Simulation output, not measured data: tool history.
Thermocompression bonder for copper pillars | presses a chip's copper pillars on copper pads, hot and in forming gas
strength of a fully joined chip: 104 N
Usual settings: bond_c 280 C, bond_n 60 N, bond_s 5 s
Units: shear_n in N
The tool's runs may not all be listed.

run	day	bond_c	bond_n	bond_s	shear_n
1	0.000	280	60	5	63.5
2	2.825	280	60	14	82.0
3	4.483	280	60	14	82.2
4	6.471	280	60	14	80.6
# day 7.579: forming gas filter changed
5	9.704	280	60	12	80.8
6	11.408	280	60	12	80.1
7	13.508	280	60	12	80.0
8	15.625	280	60	5	61.6
# day 16.000: heater calibrated with a thermocouple chip
9	17.304	280	60	5	64.2
# day 19.325: forming gas filter changed
10	20.075	280	60	5	68.6
11	23.225	289	51	5	68.5
12	26.546	286	69	3	63.0
13	29.846	310	65	6	84.4
# day 30.933: forming gas filter changed
# day 33.233: heater calibrated with a thermocouple chip, once more
14	33.233	308	60	5	78.5
15	36.017	301	60	5	74.9
16	38.233	268	60	5	55.1

3 ways to go on from here, each from the tool as it stands after run 16. What would each give?
A	40.233	268	51	6	?
B	40.233	285	54	5	?
C	40.233	283	60	9	?

run	shear_n
A	52.9
B	60.6
C	72.1
Without the tool's hidden state the same runs would have given:
run	shear_n
A	56.7
B	65.0
C	77.1
